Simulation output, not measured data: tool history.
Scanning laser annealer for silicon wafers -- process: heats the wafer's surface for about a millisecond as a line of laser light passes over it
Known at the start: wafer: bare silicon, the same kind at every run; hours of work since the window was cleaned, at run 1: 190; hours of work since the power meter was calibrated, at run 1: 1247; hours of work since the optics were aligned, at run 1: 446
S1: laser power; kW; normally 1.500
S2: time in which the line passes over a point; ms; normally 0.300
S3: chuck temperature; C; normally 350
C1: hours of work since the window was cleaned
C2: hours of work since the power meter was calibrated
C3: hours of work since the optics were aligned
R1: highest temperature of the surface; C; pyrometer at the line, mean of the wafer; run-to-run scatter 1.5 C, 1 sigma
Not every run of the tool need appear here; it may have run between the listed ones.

run,hour,S1,S2,S3,C1,C2,C3,R1
1,0.0,1.500,0.300,350,190,1247,446,1140
2,38.3,1.500,0.300,350,216,1273,472,1142
3,101.6,1.500,0.352,350,259,1316,515,1198
4,156.5,1.500,0.300,389,296,1353,552,1179
5,196.0,1.500,0.300,350,322,1379,579,1140
6,250.6,1.500,0.300,350,359,1416,615,1141
7,283.0,1.500,0.300,350,381,1438,637,1139
8,343.4,1.500,0.300,350,422,1479,678,1141
9,397.2,1.500,0.300,350,458,1515,714,1140
10,431.1,1.500,0.300,350,481,1538,737,1143
11,485.6,1.500,0.300,350,518,1575,774,1140
# hour 504.8: window over the wafer cleaned
12,547.9,1.500,0.300,350,29,1615,815,1139
13,584.7,1.500,0.300,350,54,1640,839,1139
14,644.9,1.500,0.300,350,95,1681,880,1144
15,709.9,1.500,0.300,350,138,1725,924,1143
16,745.1,1.500,0.300,350,162,1748,948,1140
17,779.8,1.500,0.300,350,186,1772,971,1140
18,834.5,1.500,0.300,350,222,1809,1008,1140
19,868.4,1.500,0.300,350,245,1832,1031,1140
20,927.0,1.500,0.300,350,285,1871,1070,1139
21,962.4,1.513,0.300,350,309,1895,1094,1144
22,1013.3,1.513,0.300,350,343,1929,1129,1148
23,1054.1,1.513,0.300,350,371,1957,1156,1147
24,1080.6,1.513,0.300,350,388,1975,1174,1147
25,1115.8,1.384,0.263,330,412,1999,1198,1012
26,1176.2,1.500,0.220,350,453,2039,1239,1040
27,1207.5,1.500,0.264,383,474,2060,1260,1127
28,1241.8,1.508,0.238,350,497,2084,1283,1064
# hour 1291.1: window over the wafer cleaned
29,1301.5,1.325,0.304,344,7,2122,1322,1044
30,1343.1,1.463,0.289,360,35,2151,1350,1115
31,1398.6,1.345,0.300,380,73,2188,1387,1086
32,1431.8,1.500,0.343,358,95,2210,1410,1196
33,1492.2,1.500,0.300,380,136,2251,1450,1173
34,1542.3,1.500,0.300,310,170,2285,1484,1101
35,1598.6,1.500,0.300,310,207,2323,1522,1097
36,1639.4,1.291,0.222,370,235,2351,1550,963
37,1674.0,1.500,0.220,383,258,2374,1573,1071
38,1717.9,1.500,0.220,383,288,2403,1603,1071
39,1769.8,1.430,0.300,350,323,2438,1638,1102
40,1795.8,1.430,0.300,350,341,2456,1655,1100
41,1860.6,1.324,0.225,371,384,2500,1699,982

How the hidden state differs across the entries between the runs, from the last listed run before each to the first after it:
Run 11 -> run 12: window over the wafer cleaned (hour 504.8)
  light that passes the window, % of a clean one's: 99.92 -> 99.99
Run 28 -> run 29: window over the wafer cleaned (hour 1291.1)
  light that passes the window, % of a clean one's: 99.91 -> 99.99; width of the line over the set one, %: 0.11 -> 0.12

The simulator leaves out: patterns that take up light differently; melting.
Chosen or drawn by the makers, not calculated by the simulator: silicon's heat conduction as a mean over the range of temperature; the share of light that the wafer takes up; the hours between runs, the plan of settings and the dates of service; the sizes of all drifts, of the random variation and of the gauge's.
